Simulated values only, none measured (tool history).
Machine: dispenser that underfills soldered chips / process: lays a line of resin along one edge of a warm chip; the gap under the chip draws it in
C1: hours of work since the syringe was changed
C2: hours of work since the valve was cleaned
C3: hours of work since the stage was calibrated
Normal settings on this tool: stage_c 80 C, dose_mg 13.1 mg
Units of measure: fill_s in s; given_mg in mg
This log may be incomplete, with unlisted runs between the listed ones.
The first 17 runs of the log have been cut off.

Run 18, hour 58.0: usual settings; C1 7; C2 4; C3 65. Result: fill_s 112.9 s, given_mg 13.13 mg.
At hour 59.8: new syringe of resin.
Run 19, hour 62.5: usual settings; C1 2; C2 7; C3 67. Result: fill_s 74.3 s, given_mg 12.95 mg.
Run 20, hour 64.7: usual settings but stage_c 69 C; C1 3; C2 8; C3 69. Result: fill_s 132.2 s, given_mg 13.12 mg.
Run 21, hour 66.9: usual settings but stage_c 72 C, dose_mg 14.1 mg; C1 4; C2 9; C3 70. Result: fill_s 126.7 s, given_mg 13.99 mg.
Run 22, hour 71.3: usual settings but stage_c 73 C, dose_mg 16.4 mg; C1 7; C2 12; C3 73. Result: fill_s 143.4 s, given_mg 16.21 mg.
At hour 73.1: new syringe of resin.
Run 23, hour 74.2: usual settings but dose_mg 14.2 mg; C1 1; C2 13; C3 74. Result: fill_s 70.6 s, given_mg 13.96 mg.
Run 24, hour 78.6: usual settings but dose_mg 14.2 mg; C1 3; C2 16; C3 77. Result: fill_s 85.6 s, given_mg 14.03 mg.
Run 25, hour 83.2: usual settings but stage_c 81 C, dose_mg 11.8 mg; C1 6; C2 19; C3 80. Result: fill_s 102.5 s, given_mg 11.69 mg.
At hour 86.3: new syringe of resin.
Run 26, hour 86.9: usual settings but stage_c 81 C, dose_mg 13.9 mg; C1 0; C2 21; C3 82. Result: fill_s 67.2 s, given_mg 13.75 mg.
Run 27, hour 89.1: usual settings but stage_c 81 C, dose_mg 13.9 mg; C1 2; C2 22; C3 83. Result: fill_s 74.6 s, given_mg 13.47 mg.
Run 28, hour 91.9: usual settings but stage_c 81 C, dose_mg 13.9 mg; C1 3; C2 24; C3 85. Result: fill_s 83.0 s, given_mg 13.73 mg.
Run 29, hour 93.9: usual settings but stage_c 81 C, dose_mg 13.9 mg; C1 5; C2 25; C3 86. Result: fill_s 92.1 s, given_mg 13.77 mg.
Run 30, hour 96.4: usual settings but stage_c 81 C, dose_mg 13.9 mg; C1 6; C2 27; C3 87. Result: fill_s 101.0 s, given_mg 13.66 mg.
Run 31, hour 98.7: usual settings but stage_c 81 C, dose_mg 13.9 mg; C1 7; C2 28; C3 89. Result: fill_s 110.0 s, given_mg 13.67 mg.
At hour 99.6: new syringe of resin.
Run 32, hour 101.8: usual settings but stage_c 81 C, dose_mg 13.9 mg; C1 1; C2 30; C3 90. Result: fill_s 69.7 s, given_mg 13.68 mg.
Run 33, hour 106.2: usual settings but stage_c 83 C, dose_mg 14.6 mg; C1 4; C2 32; C3 93. Result: fill_s 78.1 s, given_mg 14.29 mg.
Run 34, hour 109.5: usual settings but stage_c 83 C, dose_mg 14.6 mg; C1 6; C2 34; C3 95. Result: fill_s 89.7 s, given_mg 14.21 mg.
At hour 112.6: new syringe of resin.
Run 35, hour 113.1: usual settings but stage_c 83 C, dose_mg 14.6 mg; C1 0; C2 36; C3 97. Result: fill_s 60.0 s, given_mg 13.97 mg.
Run 36, hour 117.4: usual settings but stage_c 69 C, dose_mg 17.0 mg; C1 3; C2 39; C3 100. Result: fill_s 129.0 s, given_mg 16.36 mg.

Forecast each of these 4 alternatives for the next run:
Run A, hour 119.7: usual settings but stage_c 90 C, dose_mg 13.2 mg; C1 4; C2 40; C3 101. Result: fill_s ?, given_mg ?.
Run B, hour 119.7: usual settings but stage_c 68 C; C1 4; C2 40; C3 101. Result: fill_s ?, given_mg ?.
Run C, hour 119.7: usual settings but stage_c 88 C, dose_mg 14.2 mg; C1 4; C2 40; C3 101. Result: fill_s ?, given_mg ?.
Run D, hour 119.7: usual settings but dose_mg 15.4 mg; C1 4; C2 40; C3 101. Result: fill_s ?, given_mg ?.

run  fill_s  given_mg
  A    58.8     12.69
  B   153.0     12.66
  C    65.2     13.71
  D    91.9     14.94
Had the tool no hidden state, the same runs would have come out as:
run  fill_s  given_mg
  A    42.7     13.16
  B   110.6     13.13
  C    47.3     14.21
  D    66.8     15.49
